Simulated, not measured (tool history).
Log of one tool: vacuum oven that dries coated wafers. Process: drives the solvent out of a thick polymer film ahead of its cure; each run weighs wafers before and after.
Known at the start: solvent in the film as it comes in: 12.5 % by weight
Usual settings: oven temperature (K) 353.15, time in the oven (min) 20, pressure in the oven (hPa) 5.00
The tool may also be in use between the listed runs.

Run 1, hour 0.0: usual settings. Result: solvent left in the film (%) 1.02.
Run 2, hour 59.6: usual settings. Result: solvent left in the film (%) 1.00.
Run 3, hour 100.5: usual settings. Result: solvent left in the film (%) 1.04.
Run 4, hour 150.9: usual settings. Result: solvent left in the film (%) 1.00.
Run 5, hour 210.3: usual settings. Result: solvent left in the film (%) 1.02.
Run 6, hour 241.2: usual settings. Result: solvent left in the film (%) 1.00.
Run 7, hour 281.0: usual settings but oven temperature (K) 357.15. Result: solvent left in the film (%) 0.69.
Run 8, hour 338.0: usual settings but oven temperature (K) 357.15. Result: solvent left in the film (%) 0.68.
Run 9, hour 363.7: usual settings but oven temperature (K) 357.15. Result: solvent left in the film (%) 0.68.
Run 10, hour 396.7: usual settings but pressure in the oven (hPa) 11.69. Result: solvent left in the film (%) 1.59.
Run 11, hour 459.2: usual settings but pressure in the oven (hPa) 11.69. Result: solvent left in the film (%) 1.59.
Run 12, hour 513.8: usual settings but pressure in the oven (hPa) 11.69. Result: solvent left in the film (%) 1.59.
Run 13, hour 574.1: usual settings but pressure in the oven (hPa) 11.69. Result: solvent left in the film (%) 1.57.
Run 14, hour 605.8: usual settings but time in the oven (min) 25. Result: solvent left in the film (%) 0.74.
Run 15, hour 666.7: usual settings but time in the oven (min) 25. Result: solvent left in the film (%) 0.76.
Run 16, hour 699.6: usual settings but time in the oven (min) 25. Result: solvent left in the film (%) 0.74.
Run 17, hour 761.6: usual settings but time in the oven (min) 25. Result: solvent left in the film (%) 0.73.
Run 18, hour 793.0: usual settings but time in the oven (min) 25. Result: solvent left in the film (%) 0.72.
Run 19, hour 826.3: usual settings but oven temperature (K) 348.15, time in the oven (min) 14, pressure in the oven (hPa) 4.74. Result: solvent left in the film (%) 2.59.
Run 20, hour 857.7: usual settings but oven temperature (K) 348.15, time in the oven (min) 14, pressure in the oven (hPa) 4.74. Result: solvent left in the film (%) 2.64.
Run 21, hour 884.6: usual settings but oven temperature (K) 348.15, time in the oven (min) 14, pressure in the oven (hPa) 4.74. Result: solvent left in the film (%) 2.63.
Run 22, hour 930.1: usual settings but time in the oven (min) 16, pressure in the oven (hPa) 7.75. Result: solvent left in the film (%) 1.67.
Run 23, hour 955.8: usual settings but oven temperature (K) 361.15, time in the oven (min) 16, pressure in the oven (hPa) 7.75. Result: solvent left in the film (%) 0.81.
Run 24, hour 982.3: usual settings but oven temperature (K) 356.15, time in the oven (min) 11, pressure in the oven (hPa) 11.22. Result: solvent left in the film (%) 2.39.
At hour 993.0: oven's thermocouples calibrated.
Run 25, hour 1028.9: usual settings but oven temperature (K) 361.15, time in the oven (min) 11, pressure in the oven (hPa) 2.62. Result: solvent left in the film (%) 1.09.
Run 26, hour 1077.0: usual settings but oven temperature (K) 360.15, time in the oven (min) 19, pressure in the oven (hPa) 2.62. Result: solvent left in the film (%) 0.37.
Run 27, hour 1137.9: usual settings but oven temperature (K) 360.15, time in the oven (min) 19, pressure in the oven (hPa) 2.62. Result: solvent left in the film (%) 0.40.
Run 28, hour 1178.6: usual settings but oven temperature (K) 360.15, time in the oven (min) 34, pressure in the oven (hPa) 2.62. Result: solvent left in the film (%) 0.20.
Run 29, hour 1213.5: usual settings but oven temperature (K) 346.15. Result: solvent left in the film (%) 1.95.
Run 30, hour 1275.0: usual settings but oven temperature (K) 365.15, pressure in the oven (hPa) 6.12. Result: solvent left in the film (%) 0.39.
Run 31, hour 1301.7: usual settings but oven temperature (K) 365.15, time in the oven (min) 23, pressure in the oven (hPa) 2.54. Result: solvent left in the film (%) 0.15.
Run 32, hour 1346.1: usual settings but oven temperature (K) 365.15, time in the oven (min) 23, pressure in the oven (hPa) 2.54. Result: solvent left in the film (%) 0.17.
Run 33, hour 1372.6: usual settings but oven temperature (K) 365.15, time in the oven (min) 23, pressure in the oven (hPa) 2.54. Result: solvent left in the film (%) 0.17.

4 ways to go on from here, each from the tool as it stands after run 33. What would each give?
Run A, hour 1433.2: usual settings but oven temperature (K) 351.15, time in the oven (min) 23, pressure in the oven (hPa) 2.54. Result: solvent left in the film (%) ?.
Run B, hour 1433.2: usual settings but oven temperature (K) 362.15, time in the oven (min) 12. Result: solvent left in the film (%) ?.
Run C, hour 1433.2: usual settings but oven temperature (K) 365.15, time in the oven (min) 23, pressure in the oven (hPa) 6.22. Result: solvent left in the film (%) ?.
Run D, hour 1433.2: usual settings but oven temperature (K) 365.15, time in the oven (min) 19, pressure in the oven (hPa) 2.54. Result: solvent left in the film (%) ?.

run  solvent left in the film (%)
  A                          0.76
  B                          0.96
  C                          0.36
  D                          0.23
Without the tool's hidden state the same runs would have given:
run  solvent left in the film (%)
  A                          0.75
  B                          0.96
  C                          0.36
  D                          0.23
